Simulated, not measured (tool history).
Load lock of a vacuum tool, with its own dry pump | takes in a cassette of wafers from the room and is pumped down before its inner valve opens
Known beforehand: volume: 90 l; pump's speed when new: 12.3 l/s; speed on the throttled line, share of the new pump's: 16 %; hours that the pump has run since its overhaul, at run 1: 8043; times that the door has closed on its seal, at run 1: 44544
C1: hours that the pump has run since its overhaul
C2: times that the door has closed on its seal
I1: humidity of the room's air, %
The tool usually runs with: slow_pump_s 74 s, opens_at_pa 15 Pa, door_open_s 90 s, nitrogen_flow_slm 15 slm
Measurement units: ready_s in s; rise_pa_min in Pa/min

{"run": 1, "hour": 0.0, "slow_pump_s": 74, "opens_at_pa": 15, "door_open_s": 90, "nitrogen_flow_slm": 15, "C1": 8043, "C2": 44544, "I1": 45, "ready_s": 133.1, "rise_pa_min": 0.571}
{"run": 2, "hour": 100.1, "slow_pump_s": 74, "opens_at_pa": 15, "door_open_s": 90, "nitrogen_flow_slm": 15, "C1": 8143, "C2": 44982, "I1": 44.1, "ready_s": 135.7, "rise_pa_min": 0.579}
{"run": 3, "hour": 198.4, "slow_pump_s": 74, "opens_at_pa": 15, "door_open_s": 90, "nitrogen_flow_slm": 15, "C1": 8241, "C2": 45412, "I1": 41.8, "ready_s": 134, "rise_pa_min": 0.579}
{"run": 4, "hour": 418.5, "slow_pump_s": 74, "opens_at_pa": 15, "door_open_s": 70, "nitrogen_flow_slm": 15, "C1": 8461, "C2": 46375, "I1": 43, "ready_s": 135.6, "rise_pa_min": 0.6}
{"run": 5, "hour": 642.0, "slow_pump_s": 103, "opens_at_pa": 15, "door_open_s": 90, "nitrogen_flow_slm": 15, "C1": 8685, "C2": 47353, "I1": 42.4, "ready_s": 159.8, "rise_pa_min": 0.62}
{"run": 6, "hour": 807.0, "slow_pump_s": 103, "opens_at_pa": 15, "door_open_s": 90, "nitrogen_flow_slm": 15, "C1": 8850, "C2": 48075, "I1": 44.4, "ready_s": 159, "rise_pa_min": 0.641}
{"run": 7, "hour": 1033.1, "slow_pump_s": 74, "opens_at_pa": 15, "door_open_s": 90, "nitrogen_flow_slm": 15, "C1": 9076, "C2": 49064, "I1": 45.2, "ready_s": 134.2, "rise_pa_min": 0.662}
{"run": 8, "hour": 1220.5, "slow_pump_s": 39, "opens_at_pa": 15, "door_open_s": 90, "nitrogen_flow_slm": 15, "C1": 9263, "C2": 49883, "I1": 46.8, "ready_s": 107, "rise_pa_min": 0.68}
{"run": 9, "hour": 1344.6, "slow_pump_s": 39, "opens_at_pa": 15, "door_open_s": 90, "nitrogen_flow_slm": 15, "C1": 9387, "C2": 50426, "I1": 43, "ready_s": 109.2, "rise_pa_min": 0.693}
{"run": 10, "hour": 1548.9, "slow_pump_s": 112, "opens_at_pa": 15, "door_open_s": 90, "nitrogen_flow_slm": 15, "C1": 9592, "C2": 51320, "I1": 43.6, "ready_s": 167.3, "rise_pa_min": 0.716}
{"run": 11, "hour": 1647.2, "slow_pump_s": 112, "opens_at_pa": 15, "door_open_s": 90, "nitrogen_flow_slm": 34, "C1": 9690, "C2": 51750, "I1": 43.4, "ready_s": 166.8, "rise_pa_min": 0.704}
{"run": 12, "hour": 1857.2, "slow_pump_s": 112, "opens_at_pa": 15, "door_open_s": 90, "nitrogen_flow_slm": 34, "C1": 9900, "C2": 52669, "I1": 42.6, "ready_s": 168.1, "rise_pa_min": 0.732}
{"run": 13, "hour": 2046.9, "slow_pump_s": 112, "opens_at_pa": 15, "door_open_s": 90, "nitrogen_flow_slm": 34, "C1": 10090, "C2": 53499, "I1": 47.3, "ready_s": 165.9, "rise_pa_min": 0.751}
{"hour": 2147.7, "done": "door's seal changed, seat wiped"}
{"run": 14, "hour": 2151.1, "slow_pump_s": 112, "opens_at_pa": 15, "door_open_s": 90, "nitrogen_flow_slm": 34, "C1": 10192, "C2": 15, "I1": 44.4, "ready_s": 165.6, "rise_pa_min": 0.013}
{"run": 15, "hour": 2377.6, "slow_pump_s": 62, "opens_at_pa": 15, "door_open_s": 159, "nitrogen_flow_slm": 34, "C1": 10419, "C2": 1006, "I1": 44.9, "ready_s": 127.6, "rise_pa_min": 0.024}
{"run": 16, "hour": 2514.1, "slow_pump_s": 62, "opens_at_pa": 15, "door_open_s": 159, "nitrogen_flow_slm": 34, "C1": 10555, "C2": 1603, "I1": 47.8, "ready_s": 128.1, "rise_pa_min": 0.028}
{"run": 17, "hour": 2732.5, "slow_pump_s": 82, "opens_at_pa": 15, "door_open_s": 90, "nitrogen_flow_slm": 15, "C1": 10774, "C2": 2558, "I1": 48, "ready_s": 144.7, "rise_pa_min": 0.041}
{"run": 18, "hour": 2877.4, "slow_pump_s": 75, "opens_at_pa": 18, "door_open_s": 94, "nitrogen_flow_slm": 5, "C1": 10919, "C2": 3193, "I1": 47.9, "ready_s": 136.2, "rise_pa_min": 0.059}
{"run": 19, "hour": 3032.5, "slow_pump_s": 79, "opens_at_pa": 12, "door_open_s": 153, "nitrogen_flow_slm": 10, "C1": 11074, "C2": 3871, "I1": 45, "ready_s": 145.2, "rise_pa_min": 0.054}
{"run": 20, "hour": 3175.7, "slow_pump_s": 78, "opens_at_pa": 26, "door_open_s": 25, "nitrogen_flow_slm": 37, "C1": 11217, "C2": 4497, "I1": 45.5, "ready_s": 136.3, "rise_pa_min": 0.034}
{"run": 21, "hour": 3397.4, "slow_pump_s": 78, "opens_at_pa": 26, "door_open_s": 25, "nitrogen_flow_slm": 37, "C1": 11439, "C2": 5467, "I1": 42.9, "ready_s": 136.2, "rise_pa_min": 0.034}
{"run": 22, "hour": 3574.9, "slow_pump_s": 74, "opens_at_pa": 21, "door_open_s": 90, "nitrogen_flow_slm": 18, "C1": 11616, "C2": 6244, "I1": 47.2, "ready_s": 135.6, "rise_pa_min": 0.06}
{"run": 23, "hour": 3726.5, "slow_pump_s": 45, "opens_at_pa": 15, "door_open_s": 90, "nitrogen_flow_slm": 9, "C1": 11768, "C2": 6907, "I1": 47, "ready_s": 115.2, "rise_pa_min": 0.069}
{"run": 24, "hour": 3902.5, "slow_pump_s": 45, "opens_at_pa": 15, "door_open_s": 90, "nitrogen_flow_slm": 9, "C1": 11944, "C2": 7677, "I1": 45, "ready_s": 114.6, "rise_pa_min": 0.068}
{"run": 25, "hour": 4131.9, "slow_pump_s": 74, "opens_at_pa": 23, "door_open_s": 90, "nitrogen_flow_slm": 15, "C1": 12173, "C2": 8680, "I1": 44.7, "ready_s": 134.5, "rise_pa_min": 0.073}
{"run": 26, "hour": 4284.0, "slow_pump_s": 81, "opens_at_pa": 13, "door_open_s": 169, "nitrogen_flow_slm": 12, "C1": 12325, "C2": 9346, "I1": 46.3, "ready_s": 145.2, "rise_pa_min": 0.089}
{"hour": 4308.6, "done": "dry pump taken out, an overhauled one fitted"}
{"run": 27, "hour": 4402.5, "slow_pump_s": 116, "opens_at_pa": 10, "door_open_s": 59, "nitrogen_flow_slm": 28, "C1": 94, "C2": 9838, "I1": 43.6, "ready_s": 166.2, "rise_pa_min": 0.067}
{"run": 28, "hour": 4569.2, "slow_pump_s": 77, "opens_at_pa": 21, "door_open_s": 33, "nitrogen_flow_slm": 4, "C1": 261, "C2": 10567, "I1": 44.3, "ready_s": 127.4, "rise_pa_min": 0.09}

What if the next run were any one of these 5? Each begins from the tool's condition after run 28:
{"run": "A", "hour": 4726.3, "slow_pump_s": 77, "opens_at_pa": 17, "door_open_s": 190, "nitrogen_flow_slm": 8, "C1": 418, "C2": 11254, "I1": 45.5, "ready_s": "?", "rise_pa_min": "?"}
{"run": "B", "hour": 4726.3, "slow_pump_s": 74, "opens_at_pa": 30, "door_open_s": 76, "nitrogen_flow_slm": 33, "C1": 418, "C2": 11254, "I1": 42.1, "ready_s": "?", "rise_pa_min": "?"}
{"run": "C", "hour": 4726.3, "slow_pump_s": 50, "opens_at_pa": 11, "door_open_s": 90, "nitrogen_flow_slm": 9, "C1": 418, "C2": 11254, "I1": 46.4, "ready_s": "?", "rise_pa_min": "?"}
{"run": "D", "hour": 4726.3, "slow_pump_s": 74, "opens_at_pa": 22, "door_open_s": 193, "nitrogen_flow_slm": 8, "C1": 418, "C2": 11254, "I1": 43.5, "ready_s": "?", "rise_pa_min": "?"}
{"run": "E", "hour": 4726.3, "slow_pump_s": 45, "opens_at_pa": 21, "door_open_s": 45, "nitrogen_flow_slm": 15, "C1": 418, "C2": 11254, "I1": 46.2, "ready_s": "?", "rise_pa_min": "?"}

run=A ready_s=131 rise_pa_min=0.109
run=B ready_s=123.1 rise_pa_min=0.081
run=C ready_s=110.1 rise_pa_min=0.098
run=D ready_s=123.6 rise_pa_min=0.105
run=E ready_s=100.7 rise_pa_min=0.089
With the hidden condition removed and each run's random variation left untouched, the same runs would have given:
run=A ready_s=130.7 rise_pa_min=0.044
run=B ready_s=122.8 rise_pa_min=0.016
run=C ready_s=109.7 rise_pa_min=0.033
run=D ready_s=123.2 rise_pa_min=0.041
run=E ready_s=100.4 rise_pa_min=0.024
